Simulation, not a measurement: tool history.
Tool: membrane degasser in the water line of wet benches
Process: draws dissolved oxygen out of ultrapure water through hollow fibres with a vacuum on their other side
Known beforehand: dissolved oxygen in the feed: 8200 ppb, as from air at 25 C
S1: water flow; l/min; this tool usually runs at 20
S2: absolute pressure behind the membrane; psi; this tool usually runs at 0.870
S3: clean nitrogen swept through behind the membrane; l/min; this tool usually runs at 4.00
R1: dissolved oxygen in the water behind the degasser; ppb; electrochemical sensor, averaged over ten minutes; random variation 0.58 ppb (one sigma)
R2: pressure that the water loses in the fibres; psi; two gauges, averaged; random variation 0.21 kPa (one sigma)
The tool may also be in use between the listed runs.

{"run": 1, "hour": 0.0, "S1": 20, "S2": 0.87, "S3": 4.0, "R1": 50.5, "R2": 6.894}
{"run": 2, "hour": 38.0, "S1": 24, "S2": 0.87, "S3": 4.0, "R1": 64.0, "R2": 8.324}
{"run": 3, "hour": 96.5, "S1": 20, "S2": 0.87, "S3": 4.0, "R1": 49.6, "R2": 6.918}
{"run": 4, "hour": 152.7, "S1": 20, "S2": 0.87, "S3": 4.0, "R1": 51.5, "R2": 6.985}
{"run": 5, "hour": 210.6, "S1": 20, "S2": 0.87, "S3": 4.0, "R1": 49.9, "R2": 6.926}
{"run": 6, "hour": 255.5, "S1": 20, "S2": 0.87, "S3": 4.0, "R1": 51.3, "R2": 6.947}
{"run": 7, "hour": 321.0, "S1": 20, "S2": 0.87, "S3": 1.91, "R1": 85.9, "R2": 6.943}
{"run": 8, "hour": 375.5, "S1": 20, "S2": 0.87, "S3": 1.91, "R1": 85.6, "R2": 6.944}
{"run": 9, "hour": 438.2, "S1": 20, "S2": 1.144, "S3": 1.91, "R1": 130.7, "R2": 6.984}
{"run": 10, "hour": 499.8, "S1": 20, "S2": 1.144, "S3": 1.91, "R1": 130.5, "R2": 6.957}
{"run": 11, "hour": 547.7, "S1": 20, "S2": 0.949, "S3": 4.0, "R1": 57.4, "R2": 7.01}
{"run": 12, "hour": 608.8, "S1": 15, "S2": 0.949, "S3": 4.0, "R1": 40.2, "R2": 5.224}
{"run": 13, "hour": 639.6, "S1": 22, "S2": 0.612, "S3": 2.45, "R1": 41.1, "R2": 7.648}
{"run": 14, "hour": 693.4, "S1": 20, "S2": 0.912, "S3": 2.17, "R1": 83.4, "R2": 6.978}
{"run": 15, "hour": 729.6, "S1": 12, "S2": 1.324, "S3": 4.0, "R1": 49.4, "R2": 4.203}
{"run": 16, "hour": 776.3, "S1": 13, "S2": 0.696, "S3": 4.0, "R1": 19.0, "R2": 4.566}
{"run": 17, "hour": 826.9, "S1": 13, "S2": 1.871, "S3": 2.12, "R1": 147.9, "R2": 4.541}
{"run": 18, "hour": 876.0, "S1": 21, "S2": 1.011, "S3": 4.0, "R1": 67.1, "R2": 7.337}
{"run": 19, "hour": 925.1, "S1": 29, "S2": 0.78, "S3": 6.35, "R1": 57.0, "R2": 10.119}
{"run": 20, "hour": 973.6, "S1": 13, "S2": 1.213, "S3": 3.41, "R1": 54.0, "R2": 4.544}
{"run": 21, "hour": 1026.4, "S1": 16, "S2": 1.783, "S3": 3.81, "R1": 104.8, "R2": 5.597}
{"run": 22, "hour": 1074.2, "S1": 16, "S2": 1.783, "S3": 3.81, "R1": 103.5, "R2": 5.597}
{"run": 23, "hour": 1122.4, "S1": 24, "S2": 0.87, "S3": 6.61, "R1": 48.1, "R2": 8.402}

Pick out some run-to-run changes in R2. Of each, how much would a tool without hidden state show as well, from the settings, what came in and chance, and how much is left for the hidden state and any gauge scatter not in both results compared?
Hidden state present: membrane still open, %; true pressure behind the membrane over the reading, kPa; air that leaks in behind the membrane, l/min; drift of the gauge itself on oxygen_ppb, %; drift of the gauge itself on loss_of_pressure_kpa, %.
Run 19 -> 20: S1 29 -> 13, S2 0.780 -> 1.213, S3 6.35 -> 3.41. R2 -5.575 psi: hidden state -0.059, all else -5.516.
Run 22 -> 23: S1 16 -> 24, S2 1.783 -> 0.870, S3 3.81 -> 6.61. R2 +2.805 psi: hidden state +0.039, all else +2.766.
